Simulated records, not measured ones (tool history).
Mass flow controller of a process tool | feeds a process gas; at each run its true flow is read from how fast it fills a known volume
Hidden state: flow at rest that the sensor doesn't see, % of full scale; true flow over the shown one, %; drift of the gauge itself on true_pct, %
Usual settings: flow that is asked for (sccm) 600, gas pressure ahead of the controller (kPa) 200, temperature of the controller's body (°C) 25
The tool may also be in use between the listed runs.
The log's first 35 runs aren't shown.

run     hour  flow that is asked for (sccm)  gas pressure ahead of the controller (kPa)  temperature of the controller's body (°C)  hours of work since the controller was set to zero  hours of work since the controller was changed  true flow (%)
 36  11927.8                            489                                         182                                         21                                                2262                                            2262          97.23
 37  12188.7                            489                                         182                                         21                                                2456                                            2456          97.04
 38    12509                            489                                         182                                         21                                                2695                                            2695          96.88
 39  12754.3                            489                                         182                                         21                                                2878                                            2878          96.76
 40    13226                            241                                         189                                         22                                                3229                                            3229          94.99
 41    13583                            241                                         189                                         22                                                3495                                            3495          94.96
 42  13899.7                            241                                         189                                         22                                                3731                                            3731          94.59
 43  14166.5                            632                                         152                                         25                                                3930                                            3930           96.6
 44  14604.4                            632                                         152                                         25                                                4257                                            4257          96.49
 45  15028.7                            852                                         199                                         31                                                4573                                            4573          97.24
 46  15333.3                            600                                         198                                         39                                                4800                                            4800          96.79
 47  15618.4                            600                                         198                                         39                                                5013                                            5013          96.85
 48  16014.1                            600                                         198                                         39                                                5308                                            5308          96.49

Forecast each of these 3 alternatives for the next run:
  A  16262.1                            115                                         187                                         32                                                5492                                            5492              ?
  B  16262.1                            461                                         153                                         32                                                5492                                            5492              ?
  C  16262.1                            600                                         242                                         22                                                5492                                            5492              ?

run  true flow (%)
  A          89.06
  B          95.19
  C          95.42
Without the tool's hidden state the same runs would have given:
run  true flow (%)
  A          99.11
  B          99.56
  C          99.37
